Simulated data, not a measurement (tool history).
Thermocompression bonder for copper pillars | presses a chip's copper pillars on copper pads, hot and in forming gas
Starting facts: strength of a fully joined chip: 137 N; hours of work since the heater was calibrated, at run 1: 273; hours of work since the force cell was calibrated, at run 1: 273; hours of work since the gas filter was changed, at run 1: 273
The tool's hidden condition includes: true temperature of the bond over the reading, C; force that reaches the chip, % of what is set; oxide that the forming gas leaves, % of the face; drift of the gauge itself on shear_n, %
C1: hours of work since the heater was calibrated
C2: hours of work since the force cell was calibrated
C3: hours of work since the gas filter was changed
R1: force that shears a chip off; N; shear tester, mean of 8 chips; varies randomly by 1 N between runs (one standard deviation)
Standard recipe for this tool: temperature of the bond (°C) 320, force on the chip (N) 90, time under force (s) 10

{"run": 1, "hour": 0.0, "temperature of the bond (°C)": 320, "force on the chip (N)": 90, "time under force (s)": 10, "C1": 273, "C2": 273, "C3": 273, "R1": 86.6}
{"run": 2, "hour": 12.8, "temperature of the bond (°C)": 320, "force on the chip (N)": 90, "time under force (s)": 10, "C1": 281, "C2": 281, "C3": 281, "R1": 86.4}
{"hour": 26.6, "done": "forming gas filter changed"}
{"run": 3, "hour": 31.8, "temperature of the bond (°C)": 336, "force on the chip (N)": 90, "time under force (s)": 10, "C1": 294, "C2": 294, "C3": 3, "R1": 99.8}
{"run": 4, "hour": 40.1, "temperature of the bond (°C)": 336, "force on the chip (N)": 90, "time under force (s)": 10, "C1": 299, "C2": 299, "C3": 9, "R1": 102.3}
{"run": 5, "hour": 56.4, "temperature of the bond (°C)": 320, "force on the chip (N)": 90, "time under force (s)": 10, "C1": 310, "C2": 310, "C3": 20, "R1": 90.8}
{"run": 6, "hour": 65.1, "temperature of the bond (°C)": 320, "force on the chip (N)": 90, "time under force (s)": 10, "C1": 316, "C2": 316, "C3": 25, "R1": 92.3}
{"run": 7, "hour": 82.2, "temperature of the bond (°C)": 320, "force on the chip (N)": 90, "time under force (s)": 10, "C1": 327, "C2": 327, "C3": 37, "R1": 89.7}
{"run": 8, "hour": 97.6, "temperature of the bond (°C)": 320, "force on the chip (N)": 90, "time under force (s)": 8, "C1": 337, "C2": 337, "C3": 47, "R1": 86.5}
{"run": 9, "hour": 116.1, "temperature of the bond (°C)": 320, "force on the chip (N)": 90, "time under force (s)": 8, "C1": 349, "C2": 349, "C3": 59, "R1": 85.7}
{"run": 10, "hour": 124.6, "temperature of the bond (°C)": 326, "force on the chip (N)": 56, "time under force (s)": 10, "C1": 355, "C2": 355, "C3": 65, "R1": 79.2}
{"run": 11, "hour": 138.4, "temperature of the bond (°C)": 326, "force on the chip (N)": 108, "time under force (s)": 11, "C1": 364, "C2": 364, "C3": 74, "R1": 102.4}
{"hour": 140.7, "done": "force cell calibrated"}
{"run": 12, "hour": 149.0, "temperature of the bond (°C)": 343, "force on the chip (N)": 78, "time under force (s)": 5, "C1": 370, "C2": 5, "C3": 80, "R1": 87.8}
{"run": 13, "hour": 160.8, "temperature of the bond (°C)": 335, "force on the chip (N)": 78, "time under force (s)": 5, "C1": 378, "C2": 13, "C3": 88, "R1": 79.5}
{"run": 14, "hour": 175.1, "temperature of the bond (°C)": 335, "force on the chip (N)": 78, "time under force (s)": 5, "C1": 387, "C2": 23, "C3": 97, "R1": 80.7}
{"run": 15, "hour": 187.4, "temperature of the bond (°C)": 300, "force on the chip (N)": 67, "time under force (s)": 14, "C1": 395, "C2": 31, "C3": 105, "R1": 71.7}
{"run": 16, "hour": 204.7, "temperature of the bond (°C)": 326, "force on the chip (N)": 57, "time under force (s)": 8, "C1": 407, "C2": 42, "C3": 117, "R1": 74.1}
{"run": 17, "hour": 215.6, "temperature of the bond (°C)": 301, "force on the chip (N)": 108, "time under force (s)": 8, "C1": 414, "C2": 49, "C3": 124, "R1": 75}

Same runs, no hidden state in the tool, same run-to-run variation:
run=1 R1=86
run=2 R1=85.7
run=3 R1=96.3
run=4 R1=98.7
run=5 R1=86.9
run=6 R1=88.2
run=7 R1=85.7
run=8 R1=82.3
run=9 R1=81.5
run=10 R1=75.1
run=11 R1=98.6
run=12 R1=83.7
run=13 R1=75.2
run=14 R1=76.4
run=15 R1=67.1
run=16 R1=69.7
run=17 R1=70.2
